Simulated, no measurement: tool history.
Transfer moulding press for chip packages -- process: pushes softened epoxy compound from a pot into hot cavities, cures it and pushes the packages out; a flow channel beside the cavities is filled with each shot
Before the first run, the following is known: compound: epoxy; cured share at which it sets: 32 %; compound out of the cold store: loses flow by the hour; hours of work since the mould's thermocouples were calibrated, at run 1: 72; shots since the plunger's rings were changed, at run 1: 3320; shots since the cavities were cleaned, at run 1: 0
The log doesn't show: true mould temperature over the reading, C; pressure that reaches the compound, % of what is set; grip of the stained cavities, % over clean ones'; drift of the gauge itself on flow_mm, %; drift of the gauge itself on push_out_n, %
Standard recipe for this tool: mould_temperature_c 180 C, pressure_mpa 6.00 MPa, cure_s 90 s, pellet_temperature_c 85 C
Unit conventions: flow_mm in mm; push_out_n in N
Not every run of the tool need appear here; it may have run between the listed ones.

| run | hour | mould_temperature_c | pressure_mpa | cure_s | pellet_temperature_c | hours of work since the mould's thermocouples were calibrated | shots since the plunger's rings were changed | shots since the cavities were cleaned | incoming compound's hours out of the cold store | flow_mm | push_out_n |
|---|---|---|---|---|---|---|---|---|---|---|---|
| 1 | 0.0 | 180 | 6.00 | 90 | 85 | 72 | 3320 | 0 | 11.2 | 848 | 235 |
| 2 | 7.0 | 180 | 6.00 | 90 | 85 | 77 | 3417 | 97 | 35.8 | 762 | 226 |
| 3 | 15.4 | 180 | 6.00 | 90 | 85 | 82 | 3531 | 211 | 26.7 | 808 | 229 |
| 4 | 22.1 | 180 | 6.00 | 90 | 85 | 86 | 3623 | 303 | 41.0 | 764 | 226 |
| 5 | 30.3 | 180 | 6.00 | 90 | 85 | 92 | 3736 | 416 | 15.1 | 831 | 246 |
| 6 | 38.4 | 180 | 6.00 | 94 | 85 | 97 | 3847 | 527 | 17.1 | 830 | 225 |
| 7 | 48.9 | 180 | 6.00 | 94 | 85 | 104 | 3991 | 671 | 13.3 | 825 | 222 |
| 8 | 59.7 | 180 | 6.00 | 94 | 85 | 111 | 4138 | 818 | 11.2 | 847 | 213 |
| 9 | 69.8 | 180 | 6.00 | 94 | 85 | 117 | 4276 | 956 | 41.4 | 758 | 202 |
| 10 | 76.4 | 180 | 6.00 | 90 | 85 | 122 | 4367 | 1047 | 29.3 | 803 | 239 |
|  | 79.0 | cavities cleaned with cleaning compound and waxed |
| 11 | 88.3 | 180 | 6.00 | 80 | 85 | 128 | 4509 | 126 | 8.7 | 836 | 329 |
| 12 | 98.7 | 180 | 6.00 | 74 | 85 | 135 | 4652 | 269 | 29.7 | 806 | 378 |
| 13 | 110.7 | 180 | 6.00 | 90 | 85 | 143 | 4816 | 433 | 11.5 | 843 | 242 |
| 14 | 115.8 | 180 | 6.00 | 90 | 85 | 146 | 4885 | 502 | 40.4 | 764 | 228 |
| 15 | 124.7 | 180 | 5.38 | 90 | 85 | 152 | 5008 | 625 | 16.9 | 786 | 232 |
| 16 | 129.7 | 180 | 5.38 | 90 | 85 | 155 | 5076 | 693 | 16.7 | 779 | 230 |
| 17 | 138.4 | 173 | 6.00 | 90 | 85 | 161 | 5195 | 812 | 23.0 | 829 | 397 |
| 18 | 145.7 | 180 | 6.43 | 78 | 85 | 166 | 5295 | 912 | 16.5 | 862 | 357 |
|  | 158.1 | cavities cleaned with cleaning compound and waxed |
| 19 | 159.5 | 177 | 6.39 | 90 | 85 | 174 | 5464 | 20 | 26.9 | 843 | 293 |
| 20 | 166.4 | 177 | 5.89 | 90 | 85 | 178 | 5559 | 115 | 36.0 | 778 | 276 |
| 21 | 173.3 | 177 | 5.89 | 90 | 85 | 183 | 5652 | 208 | 35.9 | 777 | 282 |
| 22 | 181.1 | 177 | 5.89 | 101 | 94 | 188 | 5760 | 316 | 10.4 | 862 | 221 |
| 23 | 189.7 | 176 | 5.89 | 101 | 80 | 193 | 5878 | 434 | 23.8 | 806 | 244 |
| 24 | 199.2 | 180 | 6.00 | 104 | 85 | 199 | 6008 | 564 | 32.5 | 780 | 182 |
| 25 | 205.9 | 180 | 6.00 | 104 | 85 | 204 | 6100 | 656 | 37.3 | 776 | 187 |
| 26 | 215.3 | 180 | 6.00 | 97 | 85 | 210 | 6228 | 784 | 12.0 | 840 | 214 |
| 27 | 223.1 | 180 | 5.06 | 77 | 83 | 215 | 6335 | 891 | 11.2 | 788 | 387 |
| 28 | 231.8 | 188 | 7.23 | 87 | 78 | 220 | 6454 | 1010 | 16.7 | 883 | 174 |
|  | 236.6 | cavities cleaned with cleaning compound and waxed |
| 29 | 238.3 | 188 | 7.23 | 87 | 78 | 224 | 6522 | 23 | 8.6 | 913 | 166 |
| 30 | 243.6 | 175 | 6.00 | 90 | 89 | 227 | 6596 | 97 | 27.0 | 814 | 324 |

For each entry between runs, how does the tool's hidden state at the last listed run before it compare with that at the first listed run after it?
Between runs 10 and 11: cavities cleaned with cleaning compound and waxed (hour 79.0)
  pressure that reaches the compound, % of what is set: 99.91 -> 99.9; grip of the stained cavities, % over clean ones': 0.7 -> 0.2
Between runs 18 and 19: cavities cleaned with cleaning compound and waxed (hour 158.1)
  pressure that reaches the compound, % of what is set: 99.89 -> 99.88; grip of the stained cavities, % over clean ones': 0.7 -> 0
Between runs 28 and 29: cavities cleaned with cleaning compound and waxed (hour 236.6)
  grip of the stained cavities, % over clean ones': 0.7 -> 0.1
